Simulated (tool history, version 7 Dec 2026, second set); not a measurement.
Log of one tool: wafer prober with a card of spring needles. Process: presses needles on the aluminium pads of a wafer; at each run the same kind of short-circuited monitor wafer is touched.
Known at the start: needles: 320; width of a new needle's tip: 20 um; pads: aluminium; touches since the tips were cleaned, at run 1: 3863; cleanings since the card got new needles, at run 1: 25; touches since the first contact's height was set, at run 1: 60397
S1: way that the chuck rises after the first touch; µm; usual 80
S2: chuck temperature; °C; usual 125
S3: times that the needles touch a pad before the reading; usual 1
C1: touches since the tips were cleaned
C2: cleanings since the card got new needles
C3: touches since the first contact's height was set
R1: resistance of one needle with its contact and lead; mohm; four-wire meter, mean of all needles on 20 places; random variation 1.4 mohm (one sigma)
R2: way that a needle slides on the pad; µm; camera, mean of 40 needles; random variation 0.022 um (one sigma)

run   hour  S1   S2  S3    C1  C2      C3   R1     R2
  1    0.0  80  125   1  3863  25   60397  122  15.30
       4.5  -- tips cleaned on abrasive film
  2    7.5  80  125   1  1680  26   64555  120  15.32
      16.5  -- tips cleaned on abrasive film
  3   21.9  80  125   1  2998  27   72551  121  15.31
      27.8  -- tips cleaned on abrasive film
  4   28.1  80  125   1   163  28   75988  120  15.34
      39.2  -- tips cleaned on abrasive film
  5   39.2  80  125   1     0  29   82188  119  15.38
  6   47.8  80  125   1  4827  29   87015  122  15.39
      50.5  -- tips cleaned on abrasive film
  7   57.2  80  125   1  3781  30   92219  120  15.38
      62.3  -- tips cleaned on abrasive film
  8   69.6  80  125   1  4101  31   99139  119  15.43
      74.5  -- tips cleaned on abrasive film
  9   81.5  80  125   1  3897  32  105731  120  15.42
      85.8  -- tips cleaned on abrasive film
 10   87.9  80  125   1  1189  33  109290  119  15.45
      96.9  -- tips cleaned on abrasive film
      98.4  -- height of the first contact set anew
 11  100.3  80  125   1  1763  34    1072  119  15.47
     108.5  -- tips cleaned on abrasive film
 12  112.0  80  125   1  1960  35    7567  119  15.50
     119.8  -- tips cleaned on abrasive film
 13  122.3  80  125   1  1381  36   13288  122  15.51
     131.2  -- tips cleaned on abrasive film
 14  133.4  80  125   1  1213  37   19477  119  15.56
     142.5  -- tips cleaned on abrasive film
 15  146.6  80  125   1  2323  38   26863  121  15.59
     154.0  -- tips cleaned on abrasive film
 16  161.1  80  125   1  4035  39   34942  118  15.64
     165.1  -- tips cleaned on abrasive film
 17  169.9  80   26   1  2708  40   39824  109  15.65
     177.0  -- tips cleaned on abrasive film
 18  178.2  80   26   1   684  41   44415  109  15.64
 19  184.2  80   67   1  4057  41   47788  114  15.68
     188.5  -- tips cleaned on abrasive film
 20  194.5  80   67   1  3340  42   53474  115  15.74
     199.9  -- tips cleaned on abrasive film
 21  203.4  80   79   1  1946  43   58447  115  15.70
     205.9  -- gauge calibrated
 22  210.1  61   52   2  5687  43   62188  116  11.68
     212.0  -- tips cleaned on abrasive film
 23  222.1  88   49   3  5629  44   68866  110  16.87
     223.6  -- tips cleaned on abrasive film
 24  229.6  84  125   2  3357  45   73011  120  16.12
     235.8  -- tips cleaned on abrasive film
 25  237.7  96   36   2  1091  46   77546  106  18.48
     246.9  -- tips cleaned on abrasive film
 26  247.9  66   34   1   565  47   83189  109  12.69
     258.1  -- tips cleaned on abrasive film
 27  261.2  86  125   1  1717  48   90599  121  16.62
     269.4  -- tips cleaned on abrasive film
 28  273.0  80  101   3  1990  49   97153  116  15.41
     280.7  -- tips cleaned on abrasive film
 29  284.0  84   53   1  1873  50  103289  110  16.23
     291.7  -- tips cleaned on abrasive film
 30  293.0  84   53   1   720  51  108273  112  16.22
 31  301.5  84   53   1  5487  51  113040  111  16.26
     303.0  -- tips cleaned on abrasive film
     304.7  -- height of the first contact set anew
 32  308.4  84   53   1  2885  52    2118  112  16.23

How the hidden state differs across the entries between the runs, from the last listed run before each to the first after it:
Between runs 1 and 2: tips cleaned on abrasive film (hour 4.5)
  debris on the tips, nm: 1.9 -> 1.3; drift of the gauge itself on scrub_um, %: 0 -> 0.1
  measured less the result without the state, R2: +0.00 -> +0.01 µm
Between runs 2 and 3: tips cleaned on abrasive film (hour 16.5)
  debris on the tips, nm: 1.3 -> 1.7; drift of the gauge itself on scrub_um, %: 0.1 -> 0.29
  measured less the result without the state, R2: +0.01 -> +0.04 µm
Between runs 3 and 4: tips cleaned on abrasive film (hour 27.8)
  debris on the tips, nm: 1.7 -> 0.2; way that the needles fall short of the set height, um: 0.01 -> 0.02; drift of the gauge itself on scrub_um, %: 0.29 -> 0.37
  measured less the result without the state, R2: +0.04 -> +0.05 µm
Between runs 4 and 5: tips cleaned on abrasive film (hour 39.2)
  debris on the tips, nm: 0.2 -> 0.1; drift of the gauge itself on scrub_um, %: 0.37 -> 0.51
  measured less the result without the state, R2: +0.05 -> +0.07 µm
Between runs 6 and 7: tips cleaned on abrasive film (hour 50.5)
  debris on the tips, nm: 2 -> 1.9; drift of the gauge itself on scrub_um, %: 0.63 -> 0.75
  measured less the result without the state, R2: +0.09 -> +0.11 µm
Between runs 7 and 8: tips cleaned on abrasive film (hour 62.3)
  tips' diameter, um: 20.01 -> 20.02; drift of the gauge itself on scrub_um, %: 0.75 -> 0.91
  measured less the result without the state, R2: +0.11 -> +0.14 µm
Between runs 8 and 9: tips cleaned on abrasive film (hour 74.5)
  drift of the gauge itself on scrub_um, %: 0.91 -> 1.07
  measured less the result without the state, R2: +0.14 -> +0.16 µm
Between runs 9 and 10: tips cleaned on abrasive film (hour 85.8)
  debris on the tips, nm: 1.9 -> 1.1; drift of the gauge itself on scrub_um, %: 1.07 -> 1.15
  measured less the result without the state, R2: +0.16 -> +0.17 µm
Between runs 10 and 11: tips cleaned on abrasive film (hour 96.9); height of the first contact set anew (hour 98.4)
  debris on the tips, nm: 1.1 -> 1.3; way that the needles fall short of the set height, um: 0.02 -> 0; drift of the gauge itself on scrub_um, %: 1.15 -> 1.31
  measured less the result without the state, R2: +0.17 -> +0.20 µm
Between runs 11 and 12: tips cleaned on abrasive film (hour 108.5)
  drift of the gauge itself on scrub_um, %: 1.31 -> 1.46
  measured less the result without the state, R2: +0.20 -> +0.22 µm
Between runs 12 and 13: tips cleaned on abrasive film (hour 119.8)
  debris on the tips, nm: 1.3 -> 1.1; drift of the gauge itself on scrub_um, %: 1.46 -> 1.6
  measured less the result without the state, R2: +0.22 -> +0.24 µm
Between runs 13 and 14: tips cleaned on abrasive film (hour 131.2)
  debris on the tips, nm: 1.1 -> 1; drift of the gauge itself on scrub_um, %: 1.6 -> 1.74
  measured less the result without the state, R2: +0.24 -> +0.26 µm
Between runs 14 and 15: tips cleaned on abrasive film (hour 142.5)
  debris on the tips, nm: 1 -> 1.4; way that the needles fall short of the set height, um: 0 -> 0.01; drift of the gauge itself on scrub_um, %: 1.74 -> 1.92
  measured less the result without the state, R2: +0.26 -> +0.29 µm
Between runs 15 and 16: tips cleaned on abrasive film (hour 154.0)
  debris on the tips, nm: 1.4 -> 2; drift of the gauge itself on scrub_um, %: 1.92 -> 2.11
  measured less the result without the state, R2: +0.29 -> +0.32 µm
Between runs 16 and 17: tips cleaned on abrasive film (hour 165.1)
  debris on the tips, nm: 2 -> 1.6; drift of the gauge itself on scrub_um, %: 2.11 -> 2.22
  measured less the result without the state, R2: +0.32 -> +0.34 µm
Between runs 17 and 18: tips cleaned on abrasive film (hour 177.0)
  debris on the tips, nm: 1.6 -> 0.6; drift of the gauge itself on scrub_um, %: 2.22 -> 2.33
  measured less the result without the state, R2: +0.34 -> +0.35 µm
Between runs 19 and 20: tips cleaned on abrasive film (hour 188.5)
  debris on the tips, nm: 1.9 -> 1.8; drift of the gauge itself on scrub_um, %: 2.41 -> 2.54
  measured less the result without the state, R2: +0.37 -> +0.39 µm
Between runs 20 and 21: tips cleaned on abrasive film (hour 199.9)
  debris on the tips, nm: 1.8 -> 1.3; drift of the gauge itself on scrub_um, %: 2.54 -> 2.66
  measured less the result without the state, R2: +0.39 -> +0.40 µm
Between runs 21 and 22: gauge calibrated (hour 205.9)
  debris on the tips, nm: 1.3 -> 2.2; drift of the gauge itself on scrub_um, %: 2.66 -> 0.05
  measured less the result without the state, R2: +0.40 -> +0.01 µm
Between runs 22 and 23: tips cleaned on abrasive film (hour 212.0)
  debris on the tips, nm: 2.2 -> 2.1; drift of the gauge itself on scrub_um, %: 0.05 -> 0.21
  measured less the result without the state, R2: +0.01 -> +0.03 µm
Between runs 23 and 24: tips cleaned on abrasive film (hour 223.6)
  debris on the tips, nm: 2.1 -> 1.7; way that the needles fall short of the set height, um: 0.01 -> 0.02; drift of the gauge itself on scrub_um, %: 0.21 -> 0.31
  measured less the result without the state, R2: +0.03 -> +0.05 µm
Between runs 24 and 25: tips cleaned on abrasive film (hour 235.8)
  debris on the tips, nm: 1.7 -> 1; drift of the gauge itself on scrub_um, %: 0.31 -> 0.42
  measured less the result without the state, R2: +0.05 -> +0.07 µm
Between runs 25 and 26: tips cleaned on abrasive film (hour 246.9)
  debris on the tips, nm: 1 -> 0.6; drift of the gauge itself on scrub_um, %: 0.42 -> 0.55
  measured less the result without the state, R2: +0.07 -> +0.07 µm
Between runs 26 and 27: tips cleaned on abrasive film (hour 258.1)
  debris on the tips, nm: 0.6 -> 1.2; drift of the gauge itself on scrub_um, %: 0.55 -> 0.72
  measured less the result without the state, R2: +0.07 -> +0.12 µm
Between runs 27 and 28: tips cleaned on abrasive film (hour 269.4)
  debris on the tips, nm: 1.2 -> 1.4; drift of the gauge itself on scrub_um, %: 0.72 -> 0.88
  measured less the result without the state, R2: +0.12 -> +0.13 µm
Between runs 28 and 29: tips cleaned on abrasive film (hour 280.7)
  drift of the gauge itself on scrub_um, %: 0.88 -> 1.02
  measured less the result without the state, R2: +0.13 -> +0.16 µm
Between runs 29 and 30: tips cleaned on abrasive film (hour 291.7)
  debris on the tips, nm: 1.4 -> 0.7; tips' diameter, um: 20.02 -> 20.03; drift of the gauge itself on scrub_um, %: 1.02 -> 1.14
  measured less the result without the state, R2: +0.16 -> +0.17 µm
Between runs 31 and 32: tips cleaned on abrasive film (hour 303.0); height of the first contact set anew (hour 304.7)
  debris on the tips, nm: 2.1 -> 1.6; way that the needles fall short of the set height, um: 0.02 -> 0; drift of the gauge itself on scrub_um, %: 1.25 -> 1.34
  measured less the result without the state, R2: +0.19 -> +0.21 µm

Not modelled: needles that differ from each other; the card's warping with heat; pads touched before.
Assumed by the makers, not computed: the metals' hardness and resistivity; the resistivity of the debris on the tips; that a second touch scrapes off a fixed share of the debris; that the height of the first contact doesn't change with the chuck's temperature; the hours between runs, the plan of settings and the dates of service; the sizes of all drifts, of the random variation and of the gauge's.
